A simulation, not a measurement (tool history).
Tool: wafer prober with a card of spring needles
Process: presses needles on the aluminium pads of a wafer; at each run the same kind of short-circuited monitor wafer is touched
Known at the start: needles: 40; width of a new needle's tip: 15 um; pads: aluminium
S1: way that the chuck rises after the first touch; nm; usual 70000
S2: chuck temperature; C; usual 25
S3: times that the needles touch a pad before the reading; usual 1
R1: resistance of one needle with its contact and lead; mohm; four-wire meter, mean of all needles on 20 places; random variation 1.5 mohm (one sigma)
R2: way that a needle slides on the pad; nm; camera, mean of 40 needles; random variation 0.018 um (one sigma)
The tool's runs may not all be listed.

run 1 day=0 | S1=70000 S2=25 S3=1 | R1=215 R2=9390
-- day=0.208 tips cleaned on abrasive film
-- day=0.558 tips cleaned on abrasive film
-- day=0.904 tips cleaned on abrasive film
-- day=1.25 tips cleaned on abrasive film
-- day=1.529 tips cleaned on abrasive film
-- day=1.808 tips cleaned on abrasive film
-- day=2.088 tips cleaned on abrasive film
-- day=2.433 tips cleaned on abrasive film
-- day=2.712 tips cleaned on abrasive film
-- day=3.058 tips cleaned on abrasive film
run 2 day=3.146 | S1=70000 S2=25 S3=1 | R1=219 R2=9290
-- day=3.354 tips cleaned on abrasive film
-- day=3.633 tips cleaned on abrasive film
-- day=3.979 tips cleaned on abrasive film
-- day=4.258 tips cleaned on abrasive film
-- day=4.604 tips cleaned on abrasive film
-- day=4.954 tips cleaned on abrasive film
-- day=5.3 tips cleaned on abrasive film
-- day=5.646 tips cleaned on abrasive film
-- day=5.992 tips cleaned on abrasive film
-- day=6.342 tips cleaned on abrasive film
run 3 day=6.4 | S1=70000 S2=25 S3=1 | R1=211 R2=9160
-- day=6.679 tips cleaned on abrasive film
-- day=6.958 tips cleaned on abrasive film
-- day=7.238 tips cleaned on abrasive film
-- day=7.583 tips cleaned on abrasive film
-- day=7.862 tips cleaned on abrasive film
-- day=8.142 tips cleaned on abrasive film
-- day=8.488 tips cleaned on abrasive film
-- day=8.767 tips cleaned on abrasive film
-- day=9.112 tips cleaned on abrasive film
-- day=9.392 tips cleaned on abrasive film
run 4 day=9.462 | S1=70000 S2=25 S3=2 | R1=191 R2=9110
-- day=9.675 tips cleaned on abrasive film
-- day=9.754 height of the first contact set anew
-- day=9.962 tips cleaned on abrasive film
-- day=10.312 tips cleaned on abrasive film
-- day=10.658 tips cleaned on abrasive film
-- day=10.938 tips cleaned on abrasive film
-- day=11.283 tips cleaned on abrasive film
-- day=11.629 tips cleaned on abrasive film
-- day=11.979 tips cleaned on abrasive film
-- day=12.254 tips cleaned on abrasive film
-- day=12.533 tips cleaned on abrasive film
-- day=12.812 tips cleaned on abrasive film
run 5 day=12.971 | S1=70000 S2=25 S3=1 | R1=252 R2=9370
-- day=13.112 tips cleaned on abrasive film
-- day=13.392 tips cleaned on abrasive film
-- day=13.738 tips cleaned on abrasive film
-- day=14.083 tips cleaned on abrasive film
-- day=14.362 tips cleaned on abrasive film
-- day=14.708 tips cleaned on abrasive film
-- day=15.058 tips cleaned on abrasive film
-- day=15.338 tips cleaned on abrasive film
-- day=15.683 tips cleaned on abrasive film
-- day=15.962 tips cleaned on abrasive film
-- day=16.308 tips cleaned on abrasive film
run 6 day=16.379 | S1=70000 S2=25 S3=1 | R1=204 R2=9250
-- day=16.588 tips cleaned on abrasive film
-- day=16.867 tips cleaned on abrasive film
-- day=17.146 tips cleaned on abrasive film
-- day=17.492 tips cleaned on abrasive film
-- day=17.771 tips cleaned on abrasive film
-- day=18.117 tips cleaned on abrasive film, once more
-- day=18.467 tips cleaned on abrasive film
-- day=18.746 tips cleaned on abrasive film
-- day=19.092 tips cleaned on abrasive film
-- day=19.371 tips cleaned on abrasive film
-- day=19.712 tips cleaned on abrasive film
run 7 day=19.712 | S1=70000 S2=25 S3=1 | R1=158 R2=9180
-- day=19.988 tips cleaned on abrasive film
-- day=20.338 tips cleaned on abrasive film
-- day=20.683 tips cleaned on abrasive film
-- day=21.029 tips cleaned on abrasive film
-- day=21.379 tips cleaned on abrasive film
-- day=21.392 height of the first contact set anew
-- day=21.667 tips cleaned on abrasive film
-- day=22.017 tips cleaned on abrasive film
-- day=22.292 tips cleaned on abrasive film
-- day=22.642 tips cleaned on abrasive film
run 8 day=22.808 | S1=70000 S2=25 S3=1 | R1=252 R2=9440
-- day=22.95 tips cleaned on abrasive film
-- day=23.225 tips cleaned on abrasive film
-- day=23.575 tips cleaned on abrasive film
-- day=23.921 tips cleaned on abrasive film
-- day=24.267 tips cleaned on abrasive film
-- day=24.617 tips cleaned on abrasive film
run 9 day=24.792 | S1=70000 S2=25 S3=1 | R1=247 R2=9370
-- day=24.933 tips cleaned on abrasive film
-- day=25.212 tips cleaned on abrasive film
-- day=25.558 tips cleaned on abrasive film
-- day=25.838 tips cleaned on abrasive film
-- day=26.117 tips cleaned on abrasive film
run 10 day=26.3 | S1=70000 S2=25 S3=1 | R1=258 R2=9300
-- day=26.442 tips cleaned on abrasive film
-- day=26.792 tips cleaned on abrasive film
-- day=27.067 tips cleaned on abrasive film
-- day=27.346 tips cleaned on abrasive film
-- day=27.692 tips cleaned on abrasive film
-- day=27.971 tips cleaned on abrasive film
-- day=28.321 tips cleaned on abrasive film
-- day=28.617 tips cleaned on abrasive film
run 11 day=28.617 | S1=70000 S2=25 S3=1 | R1=167 R2=9250
-- day=28.962 tips cleaned on abrasive film
-- day=29.242 tips cleaned on abrasive film
-- day=29.588 tips cleaned on abrasive film
-- day=29.938 tips cleaned on abrasive film
-- day=30.283 tips cleaned on abrasive film
-- day=30.629 tips cleaned on abrasive film
-- day=30.975 tips cleaned on abrasive film
-- day=31.325 tips cleaned on abrasive film
-- day=31.604 tips cleaned on abrasive film
-- day=31.879 tips cleaned on abrasive film
run 12 day=31.888 | S1=70000 S2=25 S3=1 | R1=172 R2=9180
-- day=32.167 tips cleaned on abrasive film
-- day=32.512 tips cleaned on abrasive film
-- day=32.792 tips cleaned on abrasive film
-- day=33.008 height of the first contact set anew
-- day=33.15 tips cleaned on abrasive film
-- day=33.429 tips cleaned on abrasive film
run 13 day=33.479 | S1=70000 S2=25 S3=1 | R1=205 R2=9390
-- day=33.758 tips cleaned on abrasive film
-- day=34.038 tips cleaned on abrasive film
-- day=34.383 tips cleaned on abrasive film
-- day=34.662 tips cleaned on abrasive film
-- day=34.942 tips cleaned on abrasive film
run 14 day=35.133 | S1=84000 S2=29 S3=2 | R1=200 R2=11260
-- day=35.275 tips cleaned on abrasive film
-- day=35.621 tips cleaned on abrasive film
-- day=35.9 tips cleaned on abrasive film
-- day=36.246 tips cleaned on abrasive film
-- day=36.592 tips cleaned on abrasive film
-- day=36.871 tips cleaned on abrasive film
-- day=37.221 tips cleaned on abrasive film
-- day=37.496 tips cleaned on abrasive film
-- day=37.846 tips cleaned on abrasive film
run 15 day=38.062 | S1=70000 S2=25 S3=2 | R1=226 R2=9320
-- day=38.133 tips cleaned on abrasive film
-- day=38.479 tips cleaned on abrasive film
-- day=38.758 tips cleaned on abrasive film
-- day=39.104 tips cleaned on abrasive film
-- day=39.383 tips cleaned on abrasive film
-- day=39.662 tips cleaned on abrasive film
-- day=40.008 tips cleaned on abrasive film
-- day=40.358 tips cleaned on abrasive film
run 16 day=40.492 | S1=58000 S2=25 S3=1 | R1=301 R2=7610
-- day=40.7 tips cleaned on abrasive film
-- day=41.05 tips cleaned on abrasive film
-- day=41.396 tips cleaned on abrasive film
-- day=41.675 tips cleaned on abrasive film
-- day=42.021 tips cleaned on abrasive film
run 17 day=42.042 | S1=89000 S2=104 S3=2 | R1=176 R2=11740
-- day=42.321 tips cleaned on abrasive film
-- day=42.6 tips cleaned on abrasive film
-- day=42.946 tips cleaned on abrasive film
-- day=43.225 tips cleaned on abrasive film
-- day=43.571 tips cleaned on abrasive film
run 18 day=43.625 | S1=50000 S2=27 S3=2 | R1=229 R2=6430
-- day=43.904 tips cleaned on abrasive film
-- day=44.25 tips cleaned on abrasive film
-- day=44.529 tips cleaned on abrasive film
-- day=44.679 height of the first contact set anew
-- day=44.888 tips cleaned on abrasive film
-- day=45.238 tips cleaned on abrasive film
run 19 day=45.442 | S1=50000 S2=27 S3=2 | R1=302 R2=6710
-- day=45.583 tips cleaned on abrasive film
-- day=45.929 tips cleaned on abrasive film
-- day=46.208 tips cleaned on abrasive film
-- day=46.488 tips cleaned on abrasive film
-- day=46.833 tips cleaned on abrasive film
-- day=47.112 tips cleaned on abrasive film
-- day=47.458 tips cleaned on abrasive film
-- day=47.738 tips cleaned on abrasive film
-- day=48.079 tips cleaned on abrasive film
run 20 day=48.079 | S1=68000 S2=111 S3=1 | R1=184 R2=9080

4 ways to go on from here, each from the tool as it stands after run 20. What would each give?
-- day=48.425 tips cleaned on abrasive film
-- day=48.775 tips cleaned on abrasive film
-- day=49.121 tips cleaned on abrasive film
-- day=49.4 tips cleaned on abrasive film
-- day=49.746 tips cleaned on abrasive film
run A day=50 | S1=53000 S2=110 S3=2 | R1=? R2=?
-- day=48.425 tips cleaned on abrasive film
-- day=48.775 tips cleaned on abrasive film
-- day=49.121 tips cleaned on abrasive film
-- day=49.4 tips cleaned on abrasive film
-- day=49.746 tips cleaned on abrasive film
run B day=50 | S1=54000 S2=125 S3=1 | R1=? R2=?
-- day=48.425 tips cleaned on abrasive film
-- day=48.775 tips cleaned on abrasive film
-- day=49.121 tips cleaned on abrasive film
-- day=49.4 tips cleaned on abrasive film
-- day=49.746 tips cleaned on abrasive film
run C day=50 | S1=70000 S2=25 S3=2 | R1=? R2=?
-- day=48.425 tips cleaned on abrasive film
-- day=48.775 tips cleaned on abrasive film
-- day=49.121 tips cleaned on abrasive film
-- day=49.4 tips cleaned on abrasive film
-- day=49.746 tips cleaned on abrasive film
run D day=50 | S1=70000 S2=35 S3=1 | R1=? R2=?

run=A R1=309 R2=7020
run=B R1=380 R2=7140
run=C R1=244 R2=9310
run=D R1=296 R2=9300
Without the tool's hidden state the same runs would have given:
run=A R1=170 R2=7150
run=B R1=171 R2=7270
run=C R1=150 R2=9440
run=D R1=148 R2=9430

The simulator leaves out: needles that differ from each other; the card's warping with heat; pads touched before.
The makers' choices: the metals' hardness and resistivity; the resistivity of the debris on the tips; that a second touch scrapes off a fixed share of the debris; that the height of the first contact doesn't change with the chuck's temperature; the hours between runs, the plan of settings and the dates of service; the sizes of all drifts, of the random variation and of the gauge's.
